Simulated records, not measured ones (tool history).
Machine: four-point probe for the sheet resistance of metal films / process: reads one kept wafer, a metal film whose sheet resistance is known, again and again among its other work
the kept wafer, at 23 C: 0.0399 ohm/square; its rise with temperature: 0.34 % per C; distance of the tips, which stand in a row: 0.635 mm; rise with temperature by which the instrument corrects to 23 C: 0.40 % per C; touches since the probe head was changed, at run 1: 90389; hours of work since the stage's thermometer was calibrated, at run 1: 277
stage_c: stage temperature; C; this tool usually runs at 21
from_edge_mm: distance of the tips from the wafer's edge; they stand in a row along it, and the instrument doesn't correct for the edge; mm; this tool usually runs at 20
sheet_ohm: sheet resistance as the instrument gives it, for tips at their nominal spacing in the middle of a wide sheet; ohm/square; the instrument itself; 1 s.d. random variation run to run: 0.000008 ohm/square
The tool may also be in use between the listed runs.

run	hour	stage_c	from_edge_mm	touches since the probe head was changed	hours of work since the stage's thermometer was calibrated	sheet_ohm
1	0.0	21	20	90389	277	0.040206
2	35.9	21	20	91595	299	0.040208
3	67.2	21	20	92648	318	0.040212
4	111.9	21	20	94150	346	0.040204
5	153.6	21	20	95554	371	0.040212
6	201.0	21	20	97145	401	0.040212
7	229.5	21	20	98104	418	0.040228
8	263.8	21	20	99256	439	0.040239
9	291.2	21	20	100178	456	0.040242
10	349.2	21	20	102127	492	0.040252
11	394.3	21	20	103642	520	0.040269
12	452.4	21	20	105595	556	0.040263
13	481.3	25	20	106568	574	0.040171
14	539.5	20	20	108523	609	0.040299
15	591.1	20	34	110259	641	0.040314
16	657.1	20	34	112476	682	0.040302
17	696.4	21	20	113798	706	0.040297
18	743.6	29	20	115383	735	0.040114
# hour 747.7: stage's thermometer calibrated
19	811.2	29	20	117640	39	0.040139
20	872.3	29	20	119692	77	0.040150
21	904.4	33	16	120772	97	0.040077
# hour 927.8: stage's thermometer calibrated, once more
22	940.7	26	15	121977	8	0.040182
23	972.9	21	71	123059	28	0.040286
24	1026.8	21	71	124870	61	0.040308
25	1085.4	21	71	126839	97	0.040293
26	1129.1	22	71	128308	124	0.040278
27	1185.9	32	5	130218	159	0.040396
28	1228.4	29	16	131646	185	0.040142
29	1268.2	24	11	132984	210	0.040312
30	1300.9	29	5	134082	230	0.040502
# hour 1323.0: new probe head fitted
31	1360.1	19	5	1246	266	0.040267
32	1395.0	18	6	2418	288	0.040181
33	1455.1	18	6	4438	325	0.040184
34	1520.9	18	6	6652	365	0.040210
35	1576.1	21	3	8506	399	0.040844
36	1634.2	25	26	10460	435	0.039830
37	1665.2	22	20	11500	454	0.039911
38	1695.5	20	22	12519	473	0.039952
39	1741.9	20	22	14080	502	0.039970

Take each entry between the runs: how does the hidden state at the last listed run before it differ from the hidden state at the first listed run after it?
Between runs 18 and 19: stage's thermometer calibrated (hour 747.7)
  inner tips' distance over the nominal, %: 0.693 -> 0.713; tips' flats over new ones', %: 76 -> 77; wafer's true temperature over the reading, C: 0.3 -> 0.45
  difference, measured minus the result without the unlogged condition, sheet_ohm: +0.000338 -> +0.000367 ohm/square
Between runs 21 and 22: stage's thermometer calibrated, once more (hour 927.8)
  inner tips' distance over the nominal, %: 0.739 -> 0.75; tips' flats over new ones', %: 79 -> 80; wafer's true temperature over the reading, C: 0.48 -> 0
  difference, measured minus the result without the unlogged condition, sheet_ohm: +0.000380 -> +0.000324 ohm/square
Between runs 30 and 31: new probe head fitted (hour 1323.0)
  inner tips' distance over the nominal, %: 0.854 -> -0.223; tips' flats over new ones', %: 88 -> 1; wafer's true temperature over the reading, C: 0.09 -> 0.1
  difference, measured minus the result without the unlogged condition, sheet_ohm: +0.000383 -> -0.000084 ohm/square
